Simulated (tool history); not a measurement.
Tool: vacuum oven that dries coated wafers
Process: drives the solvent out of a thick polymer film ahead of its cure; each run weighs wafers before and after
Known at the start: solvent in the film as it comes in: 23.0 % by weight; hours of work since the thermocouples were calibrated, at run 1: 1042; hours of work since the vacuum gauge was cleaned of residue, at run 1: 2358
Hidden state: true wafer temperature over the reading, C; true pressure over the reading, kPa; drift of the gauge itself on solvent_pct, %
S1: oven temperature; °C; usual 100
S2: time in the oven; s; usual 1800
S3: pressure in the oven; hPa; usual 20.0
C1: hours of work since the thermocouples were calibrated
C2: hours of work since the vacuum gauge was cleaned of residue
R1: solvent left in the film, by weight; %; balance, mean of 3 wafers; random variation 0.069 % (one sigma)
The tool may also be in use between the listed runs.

{"run": 1, "day": 0.0, "S1": 100, "S2": 1800, "S3": 20.0, "C1": 1042, "C2": 2358, "R1": 4.64}
{"run": 2, "day": 3.246, "S1": 100, "S2": 1800, "S3": 20.0, "C1": 1081, "C2": 2397, "R1": 4.77}
{"day": 4.55, "done": "oven's thermocouples calibrated"}
{"run": 3, "day": 7.367, "S1": 100, "S2": 1800, "S3": 20.0, "C1": 34, "C2": 2445, "R1": 4.82}
{"run": 4, "day": 10.038, "S1": 100, "S2": 2340, "S3": 20.0, "C1": 66, "C2": 2477, "R1": 3.25}
{"run": 5, "day": 12.304, "S1": 100, "S2": 2340, "S3": 20.0, "C1": 93, "C2": 2505, "R1": 3.22}
{"run": 6, "day": 17.596, "S1": 100, "S2": 2340, "S3": 20.0, "C1": 156, "C2": 2568, "R1": 3.22}
{"run": 7, "day": 22.879, "S1": 100, "S2": 1800, "S3": 20.0, "C1": 220, "C2": 2631, "R1": 4.67}
{"run": 8, "day": 27.838, "S1": 100, "S2": 1800, "S3": 20.0, "C1": 279, "C2": 2691, "R1": 4.75}
{"run": 9, "day": 30.846, "S1": 100, "S2": 1800, "S3": 20.0, "C1": 315, "C2": 2727, "R1": 4.74}
{"run": 10, "day": 34.808, "S1": 100, "S2": 1800, "S3": 74.3, "C1": 362, "C2": 2774, "R1": 5.72}
{"run": 11, "day": 37.096, "S1": 86, "S2": 900, "S3": 44.5, "C1": 390, "C2": 2801, "R1": 14.56}
{"run": 12, "day": 40.212, "S1": 86, "S2": 900, "S3": 44.5, "C1": 427, "C2": 2839, "R1": 14.45}
{"run": 13, "day": 43.204, "S1": 108, "S2": 900, "S3": 19.1, "C1": 463, "C2": 2875, "R1": 6.19}
{"run": 14, "day": 45.717, "S1": 99, "S2": 1800, "S3": 17.0, "C1": 493, "C2": 2905, "R1": 5.06}
{"run": 15, "day": 48.983, "S1": 100, "S2": 1800, "S3": 35.8, "C1": 532, "C2": 2944, "R1": 4.91}

Forecast each of these 5 alternatives for the next run:
{"run": "A", "day": 52.358, "S1": 104, "S2": 1140, "S3": 16.9, "C1": 573, "C2": 2984, "R1": "?"}
{"run": "B", "day": 52.358, "S1": 85, "S2": 2160, "S3": 35.8, "C1": 573, "C2": 2984, "R1": "?"}
{"run": "C", "day": 52.358, "S1": 100, "S2": 1560, "S3": 44.8, "C1": 573, "C2": 2984, "R1": "?"}
{"run": "D", "day": 52.358, "S1": 104, "S2": 2040, "S3": 20.0, "C1": 573, "C2": 2984, "R1": "?"}
{"run": "E", "day": 52.358, "S1": 97, "S2": 1800, "S3": 35.6, "C1": 573, "C2": 2984, "R1": "?"}

run=A R1=6.09
run=B R1=10.01
run=C R1=5.94
run=D R1=2.82
run=E R1=6.10
Without the tool's hidden state the same runs would have given:
run=A R1=6.11
run=B R1=10.02
run=C R1=5.96
run=D R1=2.84
run=E R1=6.11

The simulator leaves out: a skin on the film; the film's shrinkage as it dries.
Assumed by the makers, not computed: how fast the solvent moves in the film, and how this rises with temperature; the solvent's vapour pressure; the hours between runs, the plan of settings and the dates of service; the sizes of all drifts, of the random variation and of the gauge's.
